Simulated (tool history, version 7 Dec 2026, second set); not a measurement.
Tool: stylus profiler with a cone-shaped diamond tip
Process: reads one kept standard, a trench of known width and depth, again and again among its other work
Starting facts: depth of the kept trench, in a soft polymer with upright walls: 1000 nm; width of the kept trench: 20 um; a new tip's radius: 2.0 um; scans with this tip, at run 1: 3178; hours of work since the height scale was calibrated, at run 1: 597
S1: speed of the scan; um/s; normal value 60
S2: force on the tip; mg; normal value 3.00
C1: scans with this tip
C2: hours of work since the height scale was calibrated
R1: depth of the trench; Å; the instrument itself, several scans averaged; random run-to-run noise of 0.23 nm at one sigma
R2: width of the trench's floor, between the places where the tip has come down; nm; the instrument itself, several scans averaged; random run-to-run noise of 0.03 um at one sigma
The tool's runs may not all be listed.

{"run": 1, "hour": 0.0, "S1": 60, "S2": 3.0, "C1": 3178, "C2": 597, "R1": 10168.7, "R2": 16320}
{"run": 2, "hour": 23.4, "S1": 60, "S2": 3.0, "C1": 3253, "C2": 611, "R1": 10167.5, "R2": 16260}
{"run": 3, "hour": 49.5, "S1": 81, "S2": 3.0, "C1": 3338, "C2": 627, "R1": 10163.0, "R2": 16160}
{"run": 4, "hour": 75.2, "S1": 81, "S2": 3.0, "C1": 3420, "C2": 643, "R1": 10166.3, "R2": 16150}
{"run": 5, "hour": 100.3, "S1": 81, "S2": 3.0, "C1": 3501, "C2": 658, "R1": 10168.1, "R2": 16130}
{"run": 6, "hour": 126.4, "S1": 81, "S2": 3.0, "C1": 3585, "C2": 674, "R1": 10172.0, "R2": 16190}
{"run": 7, "hour": 140.5, "S1": 60, "S2": 3.0, "C1": 3631, "C2": 682, "R1": 10167.5, "R2": 16320}
{"run": 8, "hour": 161.0, "S1": 60, "S2": 3.0, "C1": 3697, "C2": 695, "R1": 10167.0, "R2": 16230}
{"run": 9, "hour": 190.7, "S1": 60, "S2": 3.0, "C1": 3793, "C2": 713, "R1": 10167.6, "R2": 16240}
{"run": 10, "hour": 211.6, "S1": 60, "S2": 3.0, "C1": 3860, "C2": 725, "R1": 10164.7, "R2": 16220}
{"run": 11, "hour": 237.5, "S1": 65, "S2": 3.0, "C1": 3943, "C2": 741, "R1": 10170.5, "R2": 16270}
{"run": 12, "hour": 261.0, "S1": 65, "S2": 5.03, "C1": 4019, "C2": 755, "R1": 10233.3, "R2": 16310}
{"run": 13, "hour": 277.1, "S1": 65, "S2": 5.03, "C1": 4071, "C2": 765, "R1": 10232.9, "R2": 16290}
{"run": 14, "hour": 304.9, "S1": 60, "S2": 3.0, "C1": 4160, "C2": 782, "R1": 10163.9, "R2": 16280}
{"run": 15, "hour": 333.8, "S1": 60, "S2": 3.0, "C1": 4253, "C2": 799, "R1": 10169.9, "R2": 16230}
{"run": 16, "hour": 356.1, "S1": 60, "S2": 3.0, "C1": 4325, "C2": 813, "R1": 10166.3, "R2": 16200}
{"run": 17, "hour": 380.9, "S1": 60, "S2": 8.01, "C1": 4405, "C2": 828, "R1": 10320.5, "R2": 16320}
{"run": 18, "hour": 409.3, "S1": 60, "S2": 8.01, "C1": 4497, "C2": 845, "R1": 10324.5, "R2": 16410}
{"run": 19, "hour": 435.6, "S1": 60, "S2": 3.0, "C1": 4581, "C2": 861, "R1": 10167.2, "R2": 16270}
{"run": 20, "hour": 463.7, "S1": 60, "S2": 3.0, "C1": 4672, "C2": 878, "R1": 10163.3, "R2": 16230}
{"run": 21, "hour": 489.5, "S1": 60, "S2": 3.0, "C1": 4755, "C2": 893, "R1": 10166.6, "R2": 16250}
{"run": 22, "hour": 513.3, "S1": 60, "S2": 3.0, "C1": 4832, "C2": 908, "R1": 10165.5, "R2": 16250}
{"run": 23, "hour": 530.0, "S1": 60, "S2": 3.0, "C1": 4886, "C2": 918, "R1": 10165.1, "R2": 16280}
{"run": 24, "hour": 552.3, "S1": 60, "S2": 3.0, "C1": 4958, "C2": 931, "R1": 10164.6, "R2": 16190}
{"run": 25, "hour": 571.2, "S1": 60, "S2": 3.0, "C1": 5018, "C2": 943, "R1": 10167.1, "R2": 16240}
{"run": 26, "hour": 592.2, "S1": 52, "S2": 2.41, "C1": 5086, "C2": 956, "R1": 10143.1, "R2": 16250}
{"run": 27, "hour": 605.8, "S1": 52, "S2": 2.41, "C1": 5130, "C2": 964, "R1": 10147.1, "R2": 16240}
{"run": 28, "hour": 620.5, "S1": 52, "S2": 2.41, "C1": 5177, "C2": 973, "R1": 10145.3, "R2": 16280}
{"run": 29, "hour": 638.5, "S1": 52, "S2": 2.41, "C1": 5235, "C2": 984, "R1": 10144.8, "R2": 16260}
{"run": 30, "hour": 666.2, "S1": 69, "S2": 1.69, "C1": 5324, "C2": 1000, "R1": 10112.6, "R2": 16090}
{"run": 31, "hour": 688.8, "S1": 153, "S2": 1.42, "C1": 5397, "C2": 1014, "R1": 10102.2, "R2": 15420}

For run 32, what comes out?
{"run": 32, "hour": 707.8, "S1": 153, "S2": 1.42, "C1": 5458, "C2": 1026, "R1": "?", "R2": "?"}

R1: 10099.6 Å
R2: 15480 nm
On a tool with no hidden condition, and with the same random variation, this run would have come out at R1 10099.8 Å, R2 15480 nm.
